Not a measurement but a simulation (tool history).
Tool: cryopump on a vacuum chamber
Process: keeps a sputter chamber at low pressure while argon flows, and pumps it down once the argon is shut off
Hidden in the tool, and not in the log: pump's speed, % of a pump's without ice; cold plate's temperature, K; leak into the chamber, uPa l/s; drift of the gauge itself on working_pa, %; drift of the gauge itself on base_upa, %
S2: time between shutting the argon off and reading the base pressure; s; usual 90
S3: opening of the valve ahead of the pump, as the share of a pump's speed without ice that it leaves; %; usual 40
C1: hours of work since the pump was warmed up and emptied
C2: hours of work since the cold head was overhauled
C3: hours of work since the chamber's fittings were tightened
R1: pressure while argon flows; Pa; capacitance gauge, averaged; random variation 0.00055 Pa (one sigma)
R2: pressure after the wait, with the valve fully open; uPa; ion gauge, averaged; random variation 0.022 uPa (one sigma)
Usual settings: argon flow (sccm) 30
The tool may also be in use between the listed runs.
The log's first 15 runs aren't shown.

{"run": 16, "hour": 215.0, "argon flow (sccm)": 30, "S2": 50, "S3": 40, "C1": 325, "C2": 325, "C3": 522, "R1": 0.0625, "R2": 1.34}
{"run": 17, "hour": 227.2, "argon flow (sccm)": 30, "S2": 50, "S3": 40, "C1": 332, "C2": 332, "C3": 529, "R1": 0.0629, "R2": 1.33}
{"run": 18, "hour": 246.7, "argon flow (sccm)": 20, "S2": 153, "S3": 55, "C1": 343, "C2": 343, "C3": 540, "R1": 0.0307, "R2": 0.69}
{"run": 19, "hour": 262.3, "argon flow (sccm)": 23, "S2": 33, "S3": 40, "C1": 352, "C2": 352, "C3": 549, "R1": 0.0485, "R2": 1.82}
{"run": 20, "hour": 273.9, "argon flow (sccm)": 30, "S2": 90, "S3": 40, "C1": 359, "C2": 359, "C3": 556, "R1": 0.0636, "R2": 0.98}
{"run": 21, "hour": 292.5, "argon flow (sccm)": 30, "S2": 90, "S3": 19, "C1": 369, "C2": 369, "C3": 567, "R1": 0.1301, "R2": 0.91}
{"run": 22, "hour": 304.0, "argon flow (sccm)": 30, "S2": 90, "S3": 19, "C1": 376, "C2": 376, "C3": 573, "R1": 0.13, "R2": 0.93}
{"run": 23, "hour": 318.4, "argon flow (sccm)": 31, "S2": 103, "S3": 40, "C1": 384, "C2": 384, "C3": 581, "R1": 0.0646, "R2": 0.86}
{"run": 24, "hour": 335.3, "argon flow (sccm)": 33, "S2": 87, "S3": 40, "C1": 394, "C2": 394, "C3": 591, "R1": 0.0693, "R2": 0.95}
{"run": 25, "hour": 350.0, "argon flow (sccm)": 33, "S2": 87, "S3": 40, "C1": 402, "C2": 402, "C3": 600, "R1": 0.0695, "R2": 0.95}
{"run": 26, "hour": 359.8, "argon flow (sccm)": 33, "S2": 87, "S3": 40, "C1": 408, "C2": 408, "C3": 605, "R1": 0.0713, "R2": 1.0}
{"run": 27, "hour": 378.5, "argon flow (sccm)": 30, "S2": 90, "S3": 17, "C1": 419, "C2": 419, "C3": 616, "R1": 0.1437, "R2": 0.93}
{"run": 28, "hour": 397.1, "argon flow (sccm)": 29, "S2": 207, "S3": 44, "C1": 429, "C2": 429, "C3": 627, "R1": 0.0567, "R2": 0.72}
{"run": 29, "hour": 408.7, "argon flow (sccm)": 30, "S2": 90, "S3": 41, "C1": 436, "C2": 436, "C3": 633, "R1": 0.0642, "R2": 1.0}
{"run": 30, "hour": 425.4, "argon flow (sccm)": 30, "S2": 90, "S3": 41, "C1": 446, "C2": 446, "C3": 643, "R1": 0.0629, "R2": 0.99}
{"run": 31, "hour": 439.1, "argon flow (sccm)": 28, "S2": 158, "S3": 41, "C1": 454, "C2": 454, "C3": 651, "R1": 0.0582, "R2": 0.8}
{"hour": 449.1, "done": "pump warmed up, emptied and cooled again"}
{"run": 32, "hour": 453.0, "argon flow (sccm)": 25, "S2": 167, "S3": 32, "C1": 2, "C2": 459, "C3": 656, "R1": 0.0625, "R2": 0.68}

Forecast run 33:
{"run": 33, "hour": 470.0, "argon flow (sccm)": 27, "S2": 36, "S3": 31, "C1": 12, "C2": 468, "C3": 666, "R1": "?", "R2": "?"}

Run 33 gave R1 0.0698 Pa, R2 1.73 uPa.
Without the tool's hidden state the same run would have given R1 0.0695 Pa, R2 1.43 uPa.
